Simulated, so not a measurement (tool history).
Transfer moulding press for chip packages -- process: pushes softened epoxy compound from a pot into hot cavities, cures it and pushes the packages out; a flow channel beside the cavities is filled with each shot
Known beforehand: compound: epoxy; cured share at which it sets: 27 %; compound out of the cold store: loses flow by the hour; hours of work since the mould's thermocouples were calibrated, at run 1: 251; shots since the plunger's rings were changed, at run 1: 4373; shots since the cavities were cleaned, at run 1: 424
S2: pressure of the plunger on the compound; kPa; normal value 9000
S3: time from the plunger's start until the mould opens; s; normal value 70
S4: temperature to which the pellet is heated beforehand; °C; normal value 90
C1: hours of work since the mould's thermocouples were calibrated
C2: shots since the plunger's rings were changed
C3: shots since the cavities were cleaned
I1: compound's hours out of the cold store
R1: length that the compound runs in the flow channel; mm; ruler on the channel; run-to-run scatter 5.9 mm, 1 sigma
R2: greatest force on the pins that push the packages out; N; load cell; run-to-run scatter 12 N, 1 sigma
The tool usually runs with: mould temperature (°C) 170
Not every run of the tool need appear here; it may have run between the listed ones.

{"run": 1, "hour": 0.0, "mould temperature (°C)": 170, "S2": 9000, "S3": 70, "S4": 90, "C1": 251, "C2": 4373, "C3": 424, "I1": 20.2, "R1": 900, "R2": 1039}
{"run": 2, "hour": 16.6, "mould temperature (°C)": 170, "S2": 9000, "S3": 70, "S4": 90, "C1": 259, "C2": 4583, "C3": 634, "I1": 44.4, "R1": 826, "R2": 1146}
{"run": 3, "hour": 23.6, "mould temperature (°C)": 170, "S2": 9000, "S3": 70, "S4": 90, "C1": 263, "C2": 4672, "C3": 723, "I1": 16.8, "R1": 915, "R2": 1221}
{"hour": 31.2, "done": "cavities cleaned with cleaning compound and waxed"}
{"run": 4, "hour": 37.7, "mould temperature (°C)": 170, "S2": 9000, "S3": 70, "S4": 90, "C1": 269, "C2": 4831, "C3": 83, "I1": 23.4, "R1": 874, "R2": 720}
{"run": 5, "hour": 50.6, "mould temperature (°C)": 170, "S2": 9000, "S3": 70, "S4": 90, "C1": 275, "C2": 4994, "C3": 246, "I1": 11.5, "R1": 916, "R2": 949}
{"run": 6, "hour": 64.4, "mould temperature (°C)": 174, "S2": 9000, "S3": 70, "S4": 90, "C1": 282, "C2": 5170, "C3": 422, "I1": 46.2, "R1": 800, "R2": 863}
{"run": 7, "hour": 73.9, "mould temperature (°C)": 170, "S2": 9000, "S3": 70, "S4": 90, "C1": 286, "C2": 5289, "C3": 541, "I1": 9.1, "R1": 921, "R2": 1121}
{"run": 8, "hour": 87.8, "mould temperature (°C)": 170, "S2": 9000, "S3": 70, "S4": 90, "C1": 293, "C2": 5465, "C3": 717, "I1": 39.9, "R1": 830, "R2": 1136}
{"hour": 96.0, "done": "cavities cleaned with cleaning compound and waxed"}
{"run": 9, "hour": 103.1, "mould temperature (°C)": 170, "S2": 9000, "S3": 70, "S4": 90, "C1": 300, "C2": 5640, "C3": 90, "I1": 35.1, "R1": 853, "R2": 764}
{"run": 10, "hour": 113.2, "mould temperature (°C)": 170, "S2": 9000, "S3": 70, "S4": 90, "C1": 305, "C2": 5767, "C3": 217, "I1": 31.3, "R1": 849, "R2": 915}
{"run": 11, "hour": 121.1, "mould temperature (°C)": 170, "S2": 9010, "S3": 70, "S4": 90, "C1": 309, "C2": 5869, "C3": 319, "I1": 24.5, "R1": 871, "R2": 1015}
{"run": 12, "hour": 130.3, "mould temperature (°C)": 170, "S2": 10760, "S3": 70, "S4": 90, "C1": 313, "C2": 5985, "C3": 435, "I1": 30.8, "R1": 927, "R2": 1047}
{"run": 13, "hour": 140.7, "mould temperature (°C)": 170, "S2": 7690, "S3": 70, "S4": 90, "C1": 318, "C2": 6117, "C3": 567, "I1": 26.7, "R1": 803, "R2": 1149}
{"run": 14, "hour": 148.3, "mould temperature (°C)": 170, "S2": 9000, "S3": 79, "S4": 90, "C1": 322, "C2": 6212, "C3": 662, "I1": 25.8, "R1": 867, "R2": 962}
{"hour": 160.6, "done": "cavities cleaned with cleaning compound and waxed"}
{"hour": 165.9, "done": "plunger's sealing rings changed"}
{"run": 15, "hour": 167.6, "mould temperature (°C)": 176, "S2": 9000, "S3": 70, "S4": 96, "C1": 329, "C2": 21, "C3": 57, "I1": 21.6, "R1": 917, "R2": 548}
{"run": 16, "hour": 175.7, "mould temperature (°C)": 176, "S2": 9260, "S3": 70, "S4": 96, "C1": 333, "C2": 124, "C3": 160, "I1": 46.7, "R1": 867, "R2": 631}
{"run": 17, "hour": 184.9, "mould temperature (°C)": 165, "S2": 9260, "S3": 88, "S4": 95, "C1": 338, "C2": 240, "C3": 276, "I1": 10.7, "R1": 1002, "R2": 859}
{"run": 18, "hour": 195.8, "mould temperature (°C)": 170, "S2": 10770, "S3": 77, "S4": 96, "C1": 343, "C2": 378, "C3": 414, "I1": 15.6, "R1": 1035, "R2": 900}
{"run": 19, "hour": 211.5, "mould temperature (°C)": 170, "S2": 10530, "S3": 62, "S4": 84, "C1": 351, "C2": 577, "C3": 613, "I1": 28.5, "R1": 982, "R2": 1564}
{"run": 20, "hour": 221.6, "mould temperature (°C)": 173, "S2": 9660, "S3": 57, "S4": 94, "C1": 355, "C2": 704, "C3": 740, "I1": 20.7, "R1": 952, "R2": 1575}
{"hour": 227.2, "done": "cavities cleaned with cleaning compound and waxed"}
{"run": 21, "hour": 236.1, "mould temperature (°C)": 170, "S2": 7870, "S3": 70, "S4": 90, "C1": 362, "C2": 869, "C3": 112, "I1": 38.1, "R1": 811, "R2": 769}
{"run": 22, "hour": 249.6, "mould temperature (°C)": 170, "S2": 7870, "S3": 70, "S4": 90, "C1": 368, "C2": 1040, "C3": 283, "I1": 12.6, "R1": 890, "R2": 959}
{"run": 23, "hour": 262.7, "mould temperature (°C)": 170, "S2": 7870, "S3": 70, "S4": 90, "C1": 375, "C2": 1206, "C3": 449, "I1": 40.1, "R1": 827, "R2": 1034}
{"run": 24, "hour": 271.2, "mould temperature (°C)": 170, "S2": 7870, "S3": 70, "S4": 90, "C1": 379, "C2": 1314, "C3": 557, "I1": 17.2, "R1": 882, "R2": 1118}
{"run": 25, "hour": 287.7, "mould temperature (°C)": 177, "S2": 10210, "S3": 73, "S4": 94, "C1": 387, "C2": 1523, "C3": 766, "I1": 30.9, "R1": 937, "R2": 874}
{"hour": 292.2, "done": "cavities cleaned with cleaning compound and waxed"}
{"run": 26, "hour": 297.4, "mould temperature (°C)": 170, "S2": 9000, "S3": 69, "S4": 87, "C1": 391, "C2": 1626, "C3": 65, "I1": 31.6, "R1": 896, "R2": 736}

Consider 3 possible next runs. They are alternatives, not a sequence: every one starts from the tool as it was left by run 26. What does each give?
{"run": "A", "hour": 308.5, "mould temperature (°C)": 163, "S2": 9000, "S3": 69, "S4": 94, "C1": 396, "C2": 1767, "C3": 206, "I1": 10.1, "R1": "?", "R2": "?"}
{"run": "B", "hour": 308.5, "mould temperature (°C)": 166, "S2": 7630, "S3": 69, "S4": 84, "C1": 396, "C2": 1767, "C3": 206, "I1": 29.1, "R1": "?", "R2": "?"}
{"run": "C", "hour": 308.5, "mould temperature (°C)": 175, "S2": 9000, "S3": 69, "S4": 87, "C1": 396, "C2": 1767, "C3": 206, "I1": 36.3, "R1": "?", "R2": "?"}

run=A R1=985 R2=1603
run=B R1=851 R2=1304
run=C R1=872 R2=703
What these runs would have given with no unlogged condition in the tool:
run=A R1=998 R2=989
run=B R1=863 R2=805
run=C R1=884 R2=461
